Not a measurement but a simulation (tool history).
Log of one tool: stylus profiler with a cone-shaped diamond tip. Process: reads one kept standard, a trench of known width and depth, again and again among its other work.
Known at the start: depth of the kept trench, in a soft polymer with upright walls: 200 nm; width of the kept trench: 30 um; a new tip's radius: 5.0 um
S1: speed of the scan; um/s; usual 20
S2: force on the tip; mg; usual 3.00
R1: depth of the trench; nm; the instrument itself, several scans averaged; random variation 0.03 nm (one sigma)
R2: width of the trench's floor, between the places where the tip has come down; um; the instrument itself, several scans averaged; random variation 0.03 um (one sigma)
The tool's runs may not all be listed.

run    hour  S1    S2      R1     R2
  1     0.0  20  3.00  203.56  27.09
  2    59.5  20  3.00  203.59  27.06
  3   159.6  20  1.56  202.26  27.01
  4   240.3  20  1.56  202.22  27.02
  5   308.2  20  3.00  203.49  27.10
  6   375.3  20  3.00  203.48  27.05
  7   424.4  20  2.28  202.85  27.07
  8   527.1  20  2.28  202.91  27.06
  9   577.2  20  2.28  202.96  27.04
      647.2  -- height scale calibrated on a step standard
 10   673.6  20  2.28  202.93  27.10
 11   735.9  20  3.00  203.52  27.15
 12   793.6  20  3.00  203.57  27.07
 13   850.6  20  3.00  203.56  27.05
 14   902.7  20  3.00  203.53  27.11
 15  1011.5  20  3.00  203.52  27.08
 16  1115.0  20  3.00  203.55  27.09
 17  1195.5  20  3.00  203.53  27.12
     1234.9  -- new tip fitted, height scale calibrated
 18  1304.4  41  3.00  203.53  26.93
 19  1372.6  41  3.00  203.51  26.99
 20  1450.9  41  3.00  203.57  26.91
 21  1495.9   7  7.01  206.28  27.21
 22  1600.2   6  3.33  203.82  27.17
 23  1673.9   6  3.33  203.82  27.17
 24  1767.3  17  6.60  205.97  27.12
 25  1825.7  17  6.60  205.95  27.08
 26  1889.5  23  6.60  205.98  27.14
 27  1951.4  25  2.40  203.01  27.08
 28  2054.0  25  2.40  203.05  27.07
 29  2121.7   8  6.42  205.83  27.18
 30  2176.4   9  5.30  205.16  27.21
 31  2242.0  36  1.78  202.52  26.98
 32  2316.1  31  1.71  202.41  26.93
 33  2420.8  31  1.71  202.43  26.97
 34  2470.5  31  1.71  202.44  26.97
     2499.6  -- height scale calibrated on a step standard
 35  2573.4  23  3.00  203.55  27.08
 36  2651.1  15  2.19  202.89  27.12
 37  2755.2  15  2.19  202.84  27.09
 38  2844.4  17  2.56  203.23  27.11
 39  2922.5  46  5.18  205.11  27.00

Some steps in R2 between neighbouring runs. How much of each would the tool show without its hidden state too (settings, what came in, random variation), and how much is left for the hidden state, with any gauge scatter that isn't in both results?
The hidden state here: radius of the tip, um; height scale over the true one, %; drift of the gauge itself on depth_nm, %; drift of the gauge itself on floor_um, %.
Run 1 -> 2: no setting changed, nothing entered. R2 -0.03 um: hidden state -0.01, all else -0.02.
Run 2 -> 3: S2 3.00 -> 1.56. R2 -0.05 um: hidden state +0.01, all else -0.06.
Run 17 -> 18: S1 20 -> 41, new tip fitted, height scale calibrated. R2 -0.19 um: hidden state +0.03, all else -0.22.
Run 20 -> 21: S1 41 -> 7, S2 3.00 -> 7.01. R2 +0.30 um: hidden state +0.00, all else +0.30.
Run 30 -> 31: S1 9 -> 36, S2 5.30 -> 1.78. R2 -0.23 um: hidden state +0.01, all else -0.24.

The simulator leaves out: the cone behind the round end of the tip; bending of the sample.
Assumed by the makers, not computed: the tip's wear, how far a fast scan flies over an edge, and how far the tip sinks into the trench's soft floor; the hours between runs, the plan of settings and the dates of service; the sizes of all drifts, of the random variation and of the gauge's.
